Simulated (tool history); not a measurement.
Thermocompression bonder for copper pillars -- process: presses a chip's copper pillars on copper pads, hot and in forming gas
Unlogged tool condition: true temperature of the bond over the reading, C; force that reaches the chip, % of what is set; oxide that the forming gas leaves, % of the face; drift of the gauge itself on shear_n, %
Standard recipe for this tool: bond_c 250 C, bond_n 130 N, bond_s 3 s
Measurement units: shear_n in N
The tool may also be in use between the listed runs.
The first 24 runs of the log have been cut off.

run   hour  bond_c  bond_n  bond_s  hours of work since the heater was calibrated  hours of work since the force cell was calibrated  hours of work since the gas filter was changed  shear_n
 25  197.9     250     130       4                                            299                                                505                                             107     74.1
 26  202.4     223     130       2                                            302                                                508                                             110     42.2
 27  209.6     250     183       7                                            307                                                513                                             115    102.3
 28  215.1     250     183       7                                            310                                                516                                             118    103.5
 29  224.3     250     182       6                                            316                                                522                                             124     99.2
 30  231.6     274     160       2                                            321                                                527                                             129     85.7
 31  239.6     242     157       7                                            326                                                532                                             134     90.4
 32  247.2     242     157       7                                            331                                                537                                             139     92.7
 33    254     250      87       4                                            335                                                541                                             143     51.8
 34  259.4     250      87       4                                            339                                                545                                             147     52.1

Alternative continuations, all from the tool just after run 34; predict every row:
  A  265.9     250      92       4                                            343                                                549                                             151        ?
  B  265.9     222     130       3                                            343                                                549                                             151        ?
  C  265.9     250     130       3                                            343                                                549                                             151        ?
  D  265.9     250     154       2                                            343                                                549                                             151        ?
  E  265.9     267     116       2                                            343                                                549                                             151        ?

run  shear_n
  A       55
  B     49.1
  C     67.2
  D     68.3
  E       63
Without the tool's hidden state the same runs would have given:
run  shear_n
  A     54.9
  B       49
  C     67.2
  D     68.2
  E       63

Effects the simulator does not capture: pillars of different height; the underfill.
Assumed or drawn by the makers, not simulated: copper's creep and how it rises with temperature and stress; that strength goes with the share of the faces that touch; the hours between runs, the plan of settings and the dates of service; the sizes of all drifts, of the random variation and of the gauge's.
